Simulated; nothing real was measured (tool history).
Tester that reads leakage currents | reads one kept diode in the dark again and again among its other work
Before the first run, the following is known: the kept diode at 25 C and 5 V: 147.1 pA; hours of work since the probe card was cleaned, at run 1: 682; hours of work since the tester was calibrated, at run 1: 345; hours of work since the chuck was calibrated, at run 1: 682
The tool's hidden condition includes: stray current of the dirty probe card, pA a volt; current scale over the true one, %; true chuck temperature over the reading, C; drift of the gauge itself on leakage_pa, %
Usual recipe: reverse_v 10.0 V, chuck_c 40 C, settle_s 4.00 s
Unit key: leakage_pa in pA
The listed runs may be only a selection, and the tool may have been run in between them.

run     day  reverse_v  chuck_c  settle_s  hours of work since the probe card was cleaned  hours of work since the tester was calibrated  hours of work since the chuck was calibrated  leakage_pa
  1   0.000       10.0       40      4.00                                             682                                            345                                           682      573.09
  2   2.833        1.2       40      4.00                                             722                                            385                                           722      248.95
  3   7.754       10.0       40      4.00                                             792                                            456                                           792      572.42
  4  12.425       10.0       40      4.00                                             859                                            522                                           859      571.82
  5  17.633       10.0       40      4.00                                             933                                            596                                           933      571.98
  6  20.496       10.0       40      3.38                                             974                                            637                                           974      573.17
  7  24.071       10.0       40      3.38                                            1025                                            688                                          1025      573.63
  8  28.933       10.0       40      4.00                                            1094                                            757                                          1094      570.38
  9  34.033       10.0       40      4.00                                            1166                                            829                                          1166      573.13
 10  37.771       10.0       40      4.00                                            1219                                            882                                          1219      573.21
 11  41.533       10.0       40      4.00                                            1273                                            936                                          1273      568.12
 12  44.608        1.4       40      4.00                                            1317                                            980                                          1317      264.39
 13  47.462        3.3       48      4.00                                            1357                                           1020                                          1357      632.76
 14  50.767        2.3       23      4.00                                            1404                                           1067                                          1404       93.24
 15  54.504        1.7       26      5.84                                            1458                                           1121                                          1458      103.71
 16  57.754        1.5       22      1.80                                            1504                                           1167                                          1504       72.98
 17  62.221       11.0       48      1.01                                            1567                                           1230                                          1567     1017.01
 18  65.838       11.0       48      1.01                                            1619                                           1282                                          1619     1012.88
 19  69.988       11.0       48      1.01                                            1678                                           1341                                          1678     1014.13
 20  73.296       11.0       48      1.01                                            1725                                           1388                                          1725     1022.94
 21  75.788       11.0       48      1.01                                            1760                                           1423                                          1760     1020.20

Consider 5 possible next runs. They are alternatives, not a sequence: every one starts from the tool as it was left by run 21. What does each give?
  A  79.492        2.3       29      0.62                                            1813                                           1476                                          1813           ?
  B  79.492       10.0       40      1.52                                            1813                                           1476                                          1813           ?
  C  79.492        5.2       20      3.79                                            1813                                           1476                                          1813           ?
  D  79.492        7.1       57      4.00                                            1813                                           1476                                          1813           ?
  E  79.492       11.0       58      1.01                                            1813                                           1476                                          1813           ?

run  leakage_pa
  A      146.75
  B      569.64
  C      102.25
  D     1523.94
  E     1915.49
Had the tool no hidden state, the same runs would have come out as:
run  leakage_pa
  A      146.85
  B      569.99
  C      102.26
  D     1525.05
  E     1916.85
